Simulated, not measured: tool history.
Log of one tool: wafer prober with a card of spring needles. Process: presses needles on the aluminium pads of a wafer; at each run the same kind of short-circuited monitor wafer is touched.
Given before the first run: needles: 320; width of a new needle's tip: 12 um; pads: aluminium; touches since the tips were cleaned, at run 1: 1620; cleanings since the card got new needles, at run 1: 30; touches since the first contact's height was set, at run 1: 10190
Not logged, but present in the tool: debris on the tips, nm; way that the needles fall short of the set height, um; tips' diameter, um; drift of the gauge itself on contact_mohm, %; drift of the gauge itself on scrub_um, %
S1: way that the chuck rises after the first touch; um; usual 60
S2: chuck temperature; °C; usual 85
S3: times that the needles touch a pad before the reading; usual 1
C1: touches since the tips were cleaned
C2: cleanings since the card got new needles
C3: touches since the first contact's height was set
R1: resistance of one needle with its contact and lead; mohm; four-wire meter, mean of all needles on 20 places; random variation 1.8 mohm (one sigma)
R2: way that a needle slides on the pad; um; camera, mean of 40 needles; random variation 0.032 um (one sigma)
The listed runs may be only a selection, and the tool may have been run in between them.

{"run": 1, "day": 0.0, "S1": 60, "S2": 85, "S3": 1, "C1": 1620, "C2": 30, "C3": 10190, "R1": 195, "R2": 12.83}
{"day": 0.275, "done": "tips cleaned on abrasive film"}
{"run": 2, "day": 0.317, "S1": 60, "S2": 85, "S3": 1, "C1": 521, "C2": 31, "C3": 14082, "R1": 188, "R2": 12.91}
{"run": 3, "day": 0.579, "S1": 60, "S2": 85, "S3": 1, "C1": 3746, "C2": 31, "C3": 17307, "R1": 192, "R2": 12.91}
{"day": 0.696, "done": "tips cleaned on abrasive film"}
{"run": 4, "day": 1.025, "S1": 60, "S2": 85, "S3": 3, "C1": 4076, "C2": 32, "C3": 22831, "R1": 189, "R2": 12.91}
{"day": 1.108, "done": "tips cleaned on abrasive film"}
{"run": 5, "day": 1.292, "S1": 60, "S2": 85, "S3": 3, "C1": 2290, "C2": 33, "C3": 26096, "R1": 192, "R2": 12.89}
{"day": 1.546, "done": "tips cleaned on abrasive film"}
{"run": 6, "day": 1.683, "S1": 60, "S2": 85, "S3": 3, "C1": 1709, "C2": 34, "C3": 30880, "R1": 194, "R2": 12.83}
{"day": 1.958, "done": "tips cleaned on abrasive film"}
{"run": 7, "day": 2.162, "S1": 60, "S2": 85, "S3": 3, "C1": 2573, "C2": 35, "C3": 36806, "R1": 192, "R2": 12.84}
{"day": 2.371, "done": "tips cleaned on abrasive film"}
{"run": 8, "day": 2.462, "S1": 60, "S2": 85, "S3": 3, "C1": 1126, "C2": 36, "C3": 40453, "R1": 191, "R2": 12.91}
{"day": 2.804, "done": "tips cleaned on abrasive film"}
{"run": 9, "day": 2.912, "S1": 60, "S2": 85, "S3": 3, "C1": 1334, "C2": 37, "C3": 46015, "R1": 191, "R2": 12.91}
{"day": 3.217, "done": "tips cleaned on abrasive film"}
{"run": 10, "day": 3.417, "S1": 60, "S2": 85, "S3": 3, "C1": 2446, "C2": 38, "C3": 52203, "R1": 192, "R2": 12.9}
{"day": 3.625, "done": "tips cleaned on abrasive film"}
{"run": 11, "day": 3.833, "S1": 60, "S2": 51, "S3": 1, "C1": 2605, "C2": 39, "C3": 57336, "R1": 185, "R2": 12.85}
{"day": 4.025, "done": "tips cleaned on abrasive film"}
{"run": 12, "day": 4.162, "S1": 60, "S2": 51, "S3": 1, "C1": 1723, "C2": 40, "C3": 61391, "R1": 183, "R2": 12.85}
{"day": 4.45, "done": "tips cleaned on abrasive film"}
{"run": 13, "day": 4.45, "S1": 60, "S2": 51, "S3": 1, "C1": 0, "C2": 41, "C3": 64883, "R1": 187, "R2": 12.87}
{"run": 14, "day": 4.812, "S1": 60, "S2": 51, "S3": 1, "C1": 4499, "C2": 41, "C3": 69382, "R1": 185, "R2": 12.91}
{"day": 4.888, "done": "tips cleaned on abrasive film"}
{"run": 15, "day": 5.221, "S1": 60, "S2": 51, "S3": 1, "C1": 4116, "C2": 42, "C3": 74415, "R1": 185, "R2": 12.92}
{"day": 5.292, "done": "tips cleaned on abrasive film"}
{"day": 5.696, "done": "tips cleaned on abrasive film"}
{"run": 16, "day": 5.696, "S1": 59, "S2": 85, "S3": 1, "C1": 0, "C2": 44, "C3": 80212, "R1": 190, "R2": 12.62}
{"day": 6.121, "done": "tips cleaned on abrasive film"}
{"run": 17, "day": 6.192, "S1": 60, "S2": 54, "S3": 1, "C1": 900, "C2": 45, "C3": 86334, "R1": 186, "R2": 12.88}

Forecast run 18:
{"day": 6.525, "done": "tips cleaned on abrasive film"}
{"run": 18, "day": 6.65, "S1": 60, "S2": 54, "S3": 1, "C1": 1544, "C2": 46, "C3": 91959, "R1": "?", "R2": "?"}

R1: 184 mohm
R2: 12.9 um
The same run, on a tool lacking any hidden state, would have yielded R1 184 mohm, R2 12.9 um.
